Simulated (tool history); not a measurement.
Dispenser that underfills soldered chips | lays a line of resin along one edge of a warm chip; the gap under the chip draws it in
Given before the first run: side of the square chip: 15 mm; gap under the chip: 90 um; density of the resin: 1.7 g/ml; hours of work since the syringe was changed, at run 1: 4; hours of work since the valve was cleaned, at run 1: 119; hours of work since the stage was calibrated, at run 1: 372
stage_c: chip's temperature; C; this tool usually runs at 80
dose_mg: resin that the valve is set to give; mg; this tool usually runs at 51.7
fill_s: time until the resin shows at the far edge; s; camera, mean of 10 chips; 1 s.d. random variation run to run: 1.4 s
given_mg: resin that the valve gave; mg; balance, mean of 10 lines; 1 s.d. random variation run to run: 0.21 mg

| run | day | stage_c | dose_mg | hours of work since the syringe was changed | hours of work since the valve was cleaned | hours of work since the stage was calibrated | fill_s | given_mg |
|---|---|---|---|---|---|---|---|---|
| 1 | 0.000 | 80 | 51.7 | 4 | 119 | 372 | 206.9 | 48.71 |
|  | 0.108 | new syringe of resin |
|  | 0.421 | new syringe of resin |
| 2 | 0.546 | 80 | 51.7 | 2 | 128 | 381 | 185.0 | 48.59 |
|  | 0.758 | new syringe of resin |
| 3 | 0.850 | 80 | 51.7 | 1 | 133 | 386 | 181.7 | 48.68 |
|  | 1.108 | new syringe of resin |
| 4 | 1.133 | 80 | 51.7 | 0 | 137 | 390 | 163.7 | 47.76 |
|  | 1.208 | dispensing valve cleaned and set on the balance |
|  | 1.500 | new syringe of resin |
|  | 1.812 | new syringe of resin |
| 5 | 1.854 | 80 | 63.5 | 1 | 10 | 401 | 160.0 | 62.92 |
|  | 2.158 | new syringe of resin |
| 6 | 2.417 | 80 | 51.7 | 4 | 20 | 410 | 222.5 | 51.32 |
|  | 2.500 | new syringe of resin |
|  | 2.812 | new syringe of resin |
| 7 | 3.038 | 80 | 56.2 | 4 | 30 | 421 | 208.8 | 55.53 |
|  | 3.175 | new syringe of resin |
|  | 3.496 | new syringe of resin |
| 8 | 3.658 | 80 | 51.7 | 3 | 40 | 431 | 194.6 | 50.48 |
|  | 3.846 | new syringe of resin |
| 9 | 3.975 | 80 | 51.7 | 2 | 45 | 436 | 188.2 | 50.94 |
|  | 4.179 | new syringe of resin |
|  | 4.525 | new syringe of resin |
| 10 | 4.608 | 80 | 51.7 | 1 | 55 | 446 | 178.6 | 50.23 |
|  | 4.871 | new syringe of resin |
| 11 | 5.012 | 87 | 62.1 | 2 | 62 | 452 | 133.6 | 60.19 |
|  | 5.200 | new syringe of resin |
|  | 5.542 | new syringe of resin |
| 12 | 5.625 | 87 | 62.1 | 1 | 72 | 462 | 128.8 | 60.37 |
|  | 5.854 | new syringe of resin |
| 13 | 5.929 | 74 | 46.0 | 1 | 76 | 467 | 247.9 | 44.27 |
|  | 6.167 | new syringe of resin |
| 14 | 6.358 | 74 | 52.0 | 3 | 83 | 474 | 276.2 | 50.03 |
|  | 6.500 | new syringe of resin |
|  | 6.846 | new syringe of resin |
| 15 | 6.962 | 74 | 52.0 | 2 | 93 | 484 | 253.1 | 50.07 |
|  | 7.188 | new syringe of resin |
| 16 | 7.421 | 85 | 57.8 | 4 | 101 | 492 | 177.2 | 55.25 |
|  | 7.538 | new syringe of resin |
|  | 7.892 | new syringe of resin |
| 17 | 8.096 | 85 | 57.8 | 3 | 112 | 502 | 170.6 | 54.90 |
|  | 8.242 | new syringe of resin |
|  | 8.588 | new syringe of resin |
| 18 | 8.621 | 85 | 57.8 | 1 | 120 | 511 | 134.6 | 54.89 |
|  | 8.929 | new syringe of resin |
| 19 | 9.121 | 85 | 57.8 | 3 | 128 | 519 | 168.5 | 54.32 |

Describe how what the log doesn't record of the tool's condition differs between the last listed run preceding each entry between runs and the first listed run following it.
Run 1 -> run 2: new syringe of resin (day 0.108); new syringe of resin (day 0.421)
  resin's viscosity, % of fresh resin's: 130.2 -> 117.2; dose that the valve gives, % of what is set: 94.36 -> 93.93; true chip temperature over the reading, C: -2.69 -> -2.76
  what was measured, less what the result would be without the hidden state, fill_s: +68.3 -> +47.7 s; given_mg: -2.92 -> -3.15 mg
Run 2 -> run 3: new syringe of resin (day 0.758)
  resin's viscosity, % of fresh resin's: 117.2 -> 112.8; dose that the valve gives, % of what is set: 93.93 -> 93.7; true chip temperature over the reading, C: -2.76 -> -2.8
  what was measured, less what the result would be without the hidden state, fill_s: +47.7 -> +42.0 s; given_mg: -3.15 -> -3.28 mg
Run 3 -> run 4: new syringe of resin (day 1.108)
  resin's viscosity, % of fresh resin's: 112.8 -> 103.2; dose that the valve gives, % of what is set: 93.7 -> 93.47; true chip temperature over the reading, C: -2.8 -> -2.84
  what was measured, less what the result would be without the hidden state, fill_s: +42.0 -> +26.5 s; given_mg: -3.28 -> -3.33 mg
Run 4 -> run 5: dispensing valve cleaned and set on the balance (day 1.208); new syringe of resin (day 1.500); new syringe of resin (day 1.812)
  resin's viscosity, % of fresh resin's: 103.2 -> 104.6; dose that the valve gives, % of what is set: 93.47 -> 99.67; true chip temperature over the reading, C: -2.84 -> -2.92
  what was measured, less what the result would be without the hidden state, fill_s: +26.5 -> +26.6 s; given_mg: -3.33 -> -0.21 mg
Run 5 -> run 6: new syringe of resin (day 2.158)
  resin's viscosity, % of fresh resin's: 104.6 -> 141; dose that the valve gives, % of what is set: 99.67 -> 99.23; true chip temperature over the reading, C: -2.92 -> -2.99
  what was measured, less what the result would be without the hidden state, fill_s: +26.6 -> +85.3 s; given_mg: -0.21 -> -0.40 mg
Run 6 -> run 7: new syringe of resin (day 2.500); new syringe of resin (day 2.812)
  resin's viscosity, % of fresh resin's: 141 -> 132.9; dose that the valve gives, % of what is set: 99.23 -> 98.74; true chip temperature over the reading, C: -2.99 -> -3.06
  what was measured, less what the result would be without the hidden state, fill_s: +85.3 -> +72.7 s; given_mg: -0.40 -> -0.71 mg
Run 7 -> run 8: new syringe of resin (day 3.175); new syringe of resin (day 3.496)
  resin's viscosity, % of fresh resin's: 132.9 -> 124.1; dose that the valve gives, % of what is set: 98.74 -> 98.23; true chip temperature over the reading, C: -3.06 -> -3.13
  what was measured, less what the result would be without the hidden state, fill_s: +72.7 -> +59.4 s; given_mg: -0.71 -> -0.91 mg
Run 8 -> run 9: new syringe of resin (day 3.846)
  resin's viscosity, % of fresh resin's: 124.1 -> 117.7; dose that the valve gives, % of what is set: 98.23 -> 97.95; true chip temperature over the reading, C: -3.13 -> -3.17
  what was measured, less what the result would be without the hidden state, fill_s: +59.4 -> +50.7 s; given_mg: -0.91 -> -1.07 mg
Run 9 -> run 10: new syringe of resin (day 4.179); new syringe of resin (day 4.525)
  resin's viscosity, % of fresh resin's: 117.7 -> 112.5; dose that the valve gives, % of what is set: 97.95 -> 97.46; true chip temperature over the reading, C: -3.17 -> -3.25
  what was measured, less what the result would be without the hidden state, fill_s: +50.7 -> +42.8 s; given_mg: -1.07 -> -1.31 mg
Run 10 -> run 11: new syringe of resin (day 4.871)
  resin's viscosity, % of fresh resin's: 112.5 -> 119.6; dose that the valve gives, % of what is set: 97.46 -> 97.14; true chip temperature over the reading, C: -3.25 -> -3.3
  what was measured, less what the result would be without the hidden state, fill_s: +42.8 -> +37.4 s; given_mg: -1.31 -> -1.77 mg
Run 11 -> run 12: new syringe of resin (day 5.200); new syringe of resin (day 5.542)
  resin's viscosity, % of fresh resin's: 119.6 -> 112.1; dose that the valve gives, % of what is set: 97.14 -> 96.67; true chip temperature over the reading, C: -3.3 -> -3.38
  what was measured, less what the result would be without the hidden state, fill_s: +37.4 -> +30.3 s; given_mg: -1.77 -> -2.08 mg
Run 12 -> run 13: new syringe of resin (day 5.854)
  resin's viscosity, % of fresh resin's: 112.1 -> 111.1; dose that the valve gives, % of what is set: 96.67 -> 96.46; true chip temperature over the reading, C: -3.38 -> -3.42
  what was measured, less what the result would be without the hidden state, fill_s: +30.3 -> +60.6 s; given_mg: -2.08 -> -1.63 mg
Run 13 -> run 14: new syringe of resin (day 6.167)
  resin's viscosity, % of fresh resin's: 111.1 -> 126.5; dose that the valve gives, % of what is set: 96.46 -> 96.12; true chip temperature over the reading, C: -3.42 -> -3.47
  what was measured, less what the result would be without the hidden state, fill_s: +60.6 -> +92.5 s; given_mg: -1.63 -> -2.02 mg
Run 14 -> run 15: new syringe of resin (day 6.500); new syringe of resin (day 6.846)
  resin's viscosity, % of fresh resin's: 126.5 -> 116.3; dose that the valve gives, % of what is set: 96.12 -> 95.64; true chip temperature over the reading, C: -3.47 -> -3.54
  what was measured, less what the result would be without the hidden state, fill_s: +92.5 -> +71.2 s; given_mg: -2.02 -> -2.28 mg
Run 15 -> run 16: new syringe of resin (day 7.188)
  resin's viscosity, % of fresh resin's: 116.3 -> 138.2; dose that the valve gives, % of what is set: 95.64 -> 95.29; true chip temperature over the reading, C: -3.54 -> -3.6
  what was measured, less what the result would be without the hidden state, fill_s: +71.2 -> +68.9 s; given_mg: -2.28 -> -2.73 mg
Run 16 -> run 17: new syringe of resin (day 7.538); new syringe of resin (day 7.892)
  resin's viscosity, % of fresh resin's: 138.2 -> 130.7; dose that the valve gives, % of what is set: 95.29 -> 94.78; true chip temperature over the reading, C: -3.6 -> -3.68
  what was measured, less what the result would be without the hidden state, fill_s: +68.9 -> +60.8 s; given_mg: -2.73 -> -3.03 mg
Run 17 -> run 18: new syringe of resin (day 8.242); new syringe of resin (day 8.588)
  resin's viscosity, % of fresh resin's: 130.7 -> 104.5; dose that the valve gives, % of what is set: 94.78 -> 94.36; true chip temperature over the reading, C: -3.68 -> -3.74
  what was measured, less what the result would be without the hidden state, fill_s: +60.8 -> +26.5 s; given_mg: -3.03 -> -3.28 mg
Run 18 -> run 19: new syringe of resin (day 8.929)
  resin's viscosity, % of fresh resin's: 104.5 -> 128.5; dose that the valve gives, % of what is set: 94.36 -> 94; true chip temperature over the reading, C: -3.74 -> -3.8
  what was measured, less what the result would be without the hidden state, fill_s: +26.5 -> +58.9 s; given_mg: -3.28 -> -3.47 mg
